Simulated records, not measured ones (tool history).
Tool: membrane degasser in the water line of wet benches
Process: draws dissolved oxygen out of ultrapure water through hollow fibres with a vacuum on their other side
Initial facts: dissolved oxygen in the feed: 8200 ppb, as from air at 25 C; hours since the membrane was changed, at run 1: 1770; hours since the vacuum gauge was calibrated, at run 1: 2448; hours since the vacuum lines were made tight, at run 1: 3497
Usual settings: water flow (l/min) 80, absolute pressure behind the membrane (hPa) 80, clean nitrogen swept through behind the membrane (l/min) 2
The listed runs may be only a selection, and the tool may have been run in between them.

run    hour  water flow (l/min)  absolute pressure behind the membrane (hPa)  clean nitrogen swept through behind the membrane (l/min)  hours since the membrane was changed  hours since the vacuum gauge was calibrated  hours since the vacuum lines were made tight  dissolved oxygen in the water behind the degasser (ppb)  pressure that the water loses in the fibres (hPa)
  1       0                  80                                           80                                                         2                                  1770                                         2448                                          3497                                                    379.9                                                594
  2    46.3                  80                                           80                                                      2.17                                  1817                                         2495                                          3544                                                    356.6                                                592
  3    88.7                  80                                           80                                                      3.93                                  1859                                         2537                                          3586                                                      220                                                590
  4   109.1                  80                                        148.4                                                         2                                  1879                                         2557                                          3606                                                    862.7                                              594.5
  5   146.3                  80                                           80                                                      5.82                                  1917                                         2595                                          3644                                                    157.1                                              590.7
  6   190.3                  80                                           80                                                      5.82                                  1961                                         2639                                          3688                                                    157.1                                              592.3
  7   217.2                  80                                           80                                                         2                                  1988                                         2665                                          3715                                                    380.1                                              590.4
  8   260.4                  80                                           80                                                         2                                  2031                                         2709                                          3758                                                    381.5                                              588.1
  9   291.3                  80                                        100.6                                                         2                                  2062                                         2740                                          3789                                                    532.8                                              593.1
 10   316.4                  80                                           49                                                         2                                  2087                                         2765                                          3814                                                    144.8                                                595
 11   349.8                  80                                         80.1                                                         2                                  2120                                         2798                                          3847                                                    382.1                                              591.7
 12   389.8                  80                                           80                                                         2                                  2160                                         2838                                          3887                                                    381.5                                              593.6
 13   409.4                  80                                           80                                                         2                                  2180                                         2858                                          3907                                                      379                                              593.5
 14   439.9                  80                                           80                                                         2                                  2210                                         2888                                          3937                                                    379.5                                              594.1
 15   469.7                  80                                           80                                                         2                                  2240                                         2918                                          3967                                                    381.4                                              593.7
 16   491.3                  80                                           80                                                      0.89                                  2262                                         2940                                          3989                                                    667.6                                              593.7
 17   527.8                  54                                           80                                                      1.37                                  2298                                         2976                                          4025                                                    373.6                                              399.6
 18   547.4                  50                                           80                                                         2                                  2318                                         2996                                          4045                                                    258.7                                              370.1
 19   584.6                  80                                        188.6                                                      0.88                                  2355                                         3033                                          4082                                                   1902.6                                              594.8
 20   607.9                  80                                           69                                                      3.68                                  2378                                         3056                                          4105                                                    183.1                                                596
 21   630.9                  68                                           69                                                      2.31                                  2401                                         3079                                          4128                                                    232.2                                              505.7
 22     666                  68                                           69                                                      2.31                                  2436                                         3114                                          4163                                                    231.5                                              505.2
 23   696.3                  80                                           80                                                      2.32                                  2467                                         3145                                          4194                                                    340.1                                              591.1
 24   734.5                  95                                         55.2                                                      1.69                                  2505                                         3183                                          4232                                                    252.5                                              704.6
 25   780.4                  64                                         56.9                                                         2                                  2551                                         3229                                          4278                                                    172.3                                              476.4
 26   826.1                  64                                        135.2                                                      2.13                                  2596                                         3274                                          4323                                                    620.2                                              474.9
 27   855.4                  80                                           80                                                      1.87                                  2626                                         3304                                          4353                                                    402.1                                              598.5
 28   876.6                 102                                        109.7                                                      3.25                                  2647                                         3325                                          4374                                                    498.6                                              759.8
 29   900.3                  58                                         61.9                                                         2                                  2671                                         3349                                          4398                                                    187.9                                              432.6
      911.9  -- vacuum gauge calibrated
 30   947.4                 103                                        112.5                                                      1.54                                  2717                                           35                                          4444                                                    885.1                                                764
 31   986.9                  57                                           52                                                      1.54                                  2757                                           75                                          4484                                                      149                                              422.7
 32  1018.6                  71                                           52                                                      3.61                                  2788                                          107                                          4516                                                     90.4                                              528.6

Here are 3 independent what-if runs from the current tool condition. What would each one return?
  A  1055.5                  99                                        142.8                                                      5.55                                  2825                                          144                                          4552                                                        ?                                                  ?
  B  1055.5                  71                                           52                                                      5.66                                  2825                                          144                                          4552                                                        ?                                                  ?
  C  1055.5                  80                                           80                                                      0.93                                  2825                                          144                                          4552                                                        ?                                                  ?

run  dissolved oxygen in the water behind the degasser (ppb)  pressure that the water loses in the fibres (hPa)
  A                                                    434.3                                              735.7
  B                                                     61.3                                              528.3
  C                                                    640.4                                              596.1
Without the tool's unlogged condition, the same runs would have read:
run  dissolved oxygen in the water behind the degasser (ppb)  pressure that the water loses in the fibres (hPa)
  A                                                    433.6                                              727.7
  B                                                     61.2                                              522.6
  C                                                    642.3                                              589.7
